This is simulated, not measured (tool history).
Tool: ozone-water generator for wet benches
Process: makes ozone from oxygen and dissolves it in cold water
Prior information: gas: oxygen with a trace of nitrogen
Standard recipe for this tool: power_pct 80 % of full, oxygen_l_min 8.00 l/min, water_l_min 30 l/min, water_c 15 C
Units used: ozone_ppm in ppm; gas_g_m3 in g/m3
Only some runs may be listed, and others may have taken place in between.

run    hour  power_pct  oxygen_l_min  water_l_min  water_c  ozone_ppm  gas_g_m3
  1     0.0         80          8.00           30       15       30.2     246.1
  2    58.4         80          8.00           30       15       29.6     244.8
  3   106.8         80          8.00           30       15       29.3     244.0
  4   175.1         80          8.00           31       15       28.2     245.2
  5   206.4         80          8.00           31       15       28.8     244.7
  6   238.8         80          8.00           31       15       28.4     243.2
  7   273.8         80          8.00           31       15       28.4     245.7
  8   324.3         80          8.00           31       15       28.4     241.3
  9   387.7         80         10.10           30       15       30.2     219.5
 10   436.6         80         10.10           30       15       29.5     218.3
 11   502.6         80         10.10           30       15       30.0     217.5
 12   539.9         80         10.10           30       15       30.0     217.8
 13   589.5         80         10.10           30       15       29.6     218.4
 14   653.2         80         10.10           30       15       29.6     218.0
 15   700.6         80          8.00           30       15       28.5     237.9
 16   738.2         80          8.00           30       10       30.3     239.9
 17   795.5         80          8.00           30       10       30.0     238.2
 18   866.9         80          8.00           30       10       30.1     235.7
 19   912.5         80          8.00           30       10       29.9     235.9
 20   960.0         49          8.18           22       10       27.8     175.9
 21   995.0         49          8.18           22       10       27.9     173.8
 22  1041.7         52          6.47           22       21       23.7     197.2
 23  1116.1         52          6.47           22       21       23.4     197.6
 24  1188.7         52          7.87           32       17       20.1     183.2
 25  1249.0         63          5.71           25       17       24.8     229.3
 26  1312.4         45          8.00           27       15       21.0     165.0
 27  1363.5         80          4.04           46       15       15.5     306.1
 28  1422.4         58          8.00           25       15       25.5     194.0
 29  1468.2         59          8.00           25       17       24.8     192.8
 30  1523.7         67          8.00           30       15       24.5     208.4
 31  1575.8         67          8.00           30       15       24.4     209.4
 32  1645.7         60          8.00           30        8       24.7     192.7
 33  1683.5         60          8.00           30       11       24.0     193.9

Forecast each of these 4 alternatives for the next run:
  A  1731.6         91         11.62           30        8          ?         ?
  B  1731.6         60         10.16           30       20          ?         ?
  C  1731.6         52          8.00           30       15          ?         ?
  D  1731.6         46          4.31           30       18          ?         ?

run  ozone_ppm  gas_g_m3
  A       33.2     212.9
  B       21.7     177.0
  C       21.0     176.7
  D       16.2     210.3
Take away the tool's hidden state, keep each run's random variation, and the runs would have read:
run  ozone_ppm  gas_g_m3
  A       39.7     239.0
  B       25.3     193.7
  C       24.2     191.8
  D       18.5     226.6

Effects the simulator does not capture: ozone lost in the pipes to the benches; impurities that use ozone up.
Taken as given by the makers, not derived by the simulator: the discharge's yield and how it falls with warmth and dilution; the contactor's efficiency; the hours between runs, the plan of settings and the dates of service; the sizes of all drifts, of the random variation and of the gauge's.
